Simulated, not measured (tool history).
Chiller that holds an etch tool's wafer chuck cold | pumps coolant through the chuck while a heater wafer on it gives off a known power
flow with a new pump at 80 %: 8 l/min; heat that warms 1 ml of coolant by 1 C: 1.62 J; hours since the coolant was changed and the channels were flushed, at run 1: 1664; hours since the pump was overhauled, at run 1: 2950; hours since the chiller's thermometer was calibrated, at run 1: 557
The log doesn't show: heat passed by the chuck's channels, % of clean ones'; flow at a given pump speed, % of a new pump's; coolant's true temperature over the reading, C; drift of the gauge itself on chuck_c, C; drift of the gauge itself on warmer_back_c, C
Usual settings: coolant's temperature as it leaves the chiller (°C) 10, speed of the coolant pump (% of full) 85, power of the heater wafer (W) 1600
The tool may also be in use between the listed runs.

run,hour,coolant's temperature as it leaves the chiller (°C),speed of the coolant pump (% of full),power of the heater wafer (W),hours since the coolant was changed and the channels were flushed,hours since the pump was overhauled,hours since the chiller's thermometer was calibrated,chuck's temperature once it has settled (°C),how much warmer the coolant comes back (C)
1,0,10,85,1600,1664,2950,557,24.4,7.13
2,111.5,10,85,1600,1775,3061,669,24.4,7.18
3,201.1,10,78,1600,1865,3151,759,25.8,7.84
4,326.3,10,78,1600,1990,3276,884,26,7.96
5,456.1,10,78,1600,2120,3406,1014,25.9,7.91
6,524.6,10,78,1600,2188,3474,1082,25.9,7.86
7,661.7,10,78,1600,2325,3612,1219,25.8,7.92
8,768.9,10,96,1600,2433,3719,1326,23.3,6.39
9,866.7,10,96,1600,2530,3817,1424,23.2,6.31
10,971.4,19,68,1733,2635,3921,1529,39.1,10
11,1075.2,19,68,1733,2739,4025,1633,39.1,9.94
12,1147.5,4,81,1733,2811,4097,1705,21,8.28
13,1207,4,81,1733,2871,4157,1764,20.9,8.32
14,1275.9,13,69,1600,2940,4226,1833,31.3,9.1
15,1386.3,3,85,1600,3050,4336,1944,18.2,7.26

Forecast each of these 3 alternatives for the next run:
A,1507.9,10,66,1181,3172,4458,2065,?,?
B,1507.9,1,85,837,3172,4458,2065,?,?
C,1507.9,10,85,1600,3172,4458,2065,?,?

run,chuck's temperature once it has settled (°C),how much warmer the coolant comes back (C)
A,24.4,7.12
B,9,3.83
C,25.2,7.29
Without the tool's hidden state the same runs would have given:
run,chuck's temperature once it has settled (°C),how much warmer the coolant comes back (C)
A,22.9,6.78
B,8.2,3.64
C,23.7,6.93
